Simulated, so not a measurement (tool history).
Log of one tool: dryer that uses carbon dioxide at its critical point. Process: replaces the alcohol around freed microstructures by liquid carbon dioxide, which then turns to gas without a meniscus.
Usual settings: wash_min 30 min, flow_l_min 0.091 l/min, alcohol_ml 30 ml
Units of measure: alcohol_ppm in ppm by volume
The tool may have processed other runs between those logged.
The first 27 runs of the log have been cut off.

run,day,wash_min,flow_l_min,alcohol_ml,alcohol_ppm
28,39.525,30,0.0626,58,5364
29,41.462,30,0.0626,58,5443
30,43.171,30,0.0626,58,5677
31,44.229,22,0.1494,53,546
32,45.1,37,0.0586,32,2228
# day 46.179: purifier's bed changed
33,46.271,37,0.0586,32,1957
34,47.325,23,0.091,66,4096
35,49.446,23,0.091,66,4296
36,51.012,20,0.1228,39,1324
37,52.4,30,0.0739,48,2800
38,54.521,47,0.1073,115,90
39,55.758,30,0.0718,30,2038
40,57.004,20,0.0642,26,6870
41,58.483,48,0.0628,57,1092
# day 59.333: inlet filter changed
42,60.529,19,0.091,30,3092
43,62.062,33,0.0631,27,1686
44,63.296,20,0.1209,30,906
45,64.729,24,0.0921,74,3340
46,65.788,21,0.0849,60,5724
47,67.733,21,0.0849,60,6091

4 options for the next run, each taken on its own from the tool as it stands now. Forecast them:
A,69.642,20,0.11,30,?
B,69.642,43,0.0735,63,?
C,69.642,30,0.0738,30,?
D,69.642,22,0.0849,22,?

run,alcohol_ppm
A,1430
B,750
C,1667
D,1944
Stripped of hidden state, with their random variation kept, the same runs would have yielded:
run,alcohol_ppm
A,1202
B,574
C,1411
D,1689
